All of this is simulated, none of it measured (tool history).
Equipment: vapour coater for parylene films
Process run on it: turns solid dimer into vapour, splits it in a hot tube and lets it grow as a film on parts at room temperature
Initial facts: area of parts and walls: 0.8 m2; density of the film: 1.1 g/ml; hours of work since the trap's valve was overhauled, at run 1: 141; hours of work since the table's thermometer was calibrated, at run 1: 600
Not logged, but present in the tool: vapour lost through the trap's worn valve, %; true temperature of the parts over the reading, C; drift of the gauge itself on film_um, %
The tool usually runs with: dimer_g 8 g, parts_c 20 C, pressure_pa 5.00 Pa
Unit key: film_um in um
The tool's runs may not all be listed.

run	hour	dimer_g	parts_c	pressure_pa	hours of work since the trap's valve was overhauled	hours of work since the table's thermometer was calibrated	film_um
1	0.0	8	20	5.00	141	600	4.41
2	16.0	8	20	5.00	152	611	4.34
3	28.7	8	20	5.00	161	620	4.35
4	45.4	3	20	5.00	173	632	1.60
5	62.6	3	20	5.00	185	644	1.58
6	81.6	8	20	5.00	198	658	4.19
7	104.0	8	20	5.00	214	674	4.21
8	123.1	8	20	5.00	228	687	4.13
9	144.2	9	23	2.14	243	702	4.46
10	167.0	6	17	2.83	259	718	3.91
11	188.6	4	28	2.18	274	734	1.54
12	199.9	4	15	9.45	282	742	2.37

Forecast each of these 5 alternatives for the next run:
# hour 206.5: trap's valve overhauled
A	216.3	12	21	10.02	7	750	?
# hour 206.5: trap's valve overhauled
B	216.3	13	12	9.45	7	750	?
# hour 206.5: trap's valve overhauled
C	216.3	12	26	3.20	7	750	?
# hour 206.5: trap's valve overhauled
D	216.3	11	18	8.32	7	750	?
# hour 206.5: trap's valve overhauled
E	216.3	4	17	9.45	7	750	?

run	film_um
A	5.96
B	10.29
C	5.43
D	6.54
E	2.47
What these runs would have given with no unlogged condition in the tool:
run	film_um
A	6.33
B	10.92
C	5.76
D	6.95
E	2.62

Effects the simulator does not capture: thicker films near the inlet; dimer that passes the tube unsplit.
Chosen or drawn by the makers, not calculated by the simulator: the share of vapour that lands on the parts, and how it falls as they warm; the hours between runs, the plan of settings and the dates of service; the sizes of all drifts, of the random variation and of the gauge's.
